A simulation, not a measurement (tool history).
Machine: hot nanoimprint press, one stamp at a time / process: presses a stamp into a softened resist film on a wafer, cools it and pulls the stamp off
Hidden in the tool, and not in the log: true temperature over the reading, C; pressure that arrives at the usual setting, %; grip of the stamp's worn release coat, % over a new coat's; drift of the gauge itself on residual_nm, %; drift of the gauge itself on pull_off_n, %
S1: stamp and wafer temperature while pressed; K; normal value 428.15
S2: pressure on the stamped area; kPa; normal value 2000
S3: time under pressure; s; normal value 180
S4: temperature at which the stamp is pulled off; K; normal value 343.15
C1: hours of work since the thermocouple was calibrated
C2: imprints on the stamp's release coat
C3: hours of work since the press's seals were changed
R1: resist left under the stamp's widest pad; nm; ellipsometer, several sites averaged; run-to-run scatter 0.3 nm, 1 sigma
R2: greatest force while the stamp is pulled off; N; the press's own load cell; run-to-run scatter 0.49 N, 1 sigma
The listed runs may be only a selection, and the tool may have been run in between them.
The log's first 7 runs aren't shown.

run,day,S1,S2,S3,S4,C1,C2,C3,R1,R2
8,3.862,438.15,2000,180,343.15,18,96,70,127.2,94.1
9,4.421,428.15,2000,226,343.15,25,129,77,160.2,94.1
10,4.971,428.15,2000,180,343.15,32,162,84,172.2,94.7
11,5.404,428.15,2000,180,343.15,38,187,90,172.3,95.4
12,6.025,428.15,2000,180,343.15,46,224,98,171.5,95.1
13,6.642,428.15,2000,180,343.15,54,260,106,171.8,94.9
14,7.075,428.15,2000,180,343.15,59,285,111,172.4,95.8
15,7.758,428.15,2000,180,343.15,68,326,120,171.3,96.2
16,8.383,428.15,2000,180,343.15,76,362,128,171.4,96.2
17,8.704,428.15,2000,180,343.15,80,381,133,172.2,96.7
18,9.092,428.15,2000,180,343.15,85,404,138,171.5,96.2
19,9.396,417.15,2850,280,328.15,89,422,142,181.4,120.7
20,9.758,436.15,1210,106,331.15,94,443,146,207.8,116.7
21,10.121,436.15,1210,106,331.15,99,465,151,206.9,116.5
22,10.462,433.15,2590,255,350.15,103,485,155,112,85.4
23,10.867,435.15,1880,154,338.15,108,508,161,151,104.3
24,11.308,435.15,2980,154,328.15,114,534,166,116.2,121.6
25,11.879,431.15,2000,168,343.15,121,568,174,159.6,97.9
26,12.208,431.15,2000,168,343.15,126,587,178,159.4,96.8
27,12.521,429.15,2000,90,350.15,130,606,182,205.2,86.6
28,12.846,428.15,1740,180,351.15,134,625,186,184,84.9
29,13.258,435.15,1300,124,338.15,139,649,192,195.6,107.2
30,13.758,437.15,2000,180,343.15,146,679,198,130.9,98.4
31,14.092,417.15,2000,165,343.15,150,698,203,244.9,98.2

Forecast each of these 3 alternatives for the next run:
# day 14.854: stamp cleaned and given a new release coat
A,15.033,428.15,2000,180,351.15,159,11,211,?,?
# day 14.854: stamp cleaned and given a new release coat
B,15.033,428.15,2000,180,337.15,159,11,211,?,?
# day 14.854: stamp cleaned and given a new release coat
C,15.033,417.15,2700,275,343.15,159,11,211,?,?

run,R1,R2
A,170.8,80.8
B,171,101.9
C,186.9,93.4
Stripped of hidden state, with their random variation kept, the same runs would have yielded:
run,R1,R2
A,172.5,81.4
B,172.7,102.5
C,189,94

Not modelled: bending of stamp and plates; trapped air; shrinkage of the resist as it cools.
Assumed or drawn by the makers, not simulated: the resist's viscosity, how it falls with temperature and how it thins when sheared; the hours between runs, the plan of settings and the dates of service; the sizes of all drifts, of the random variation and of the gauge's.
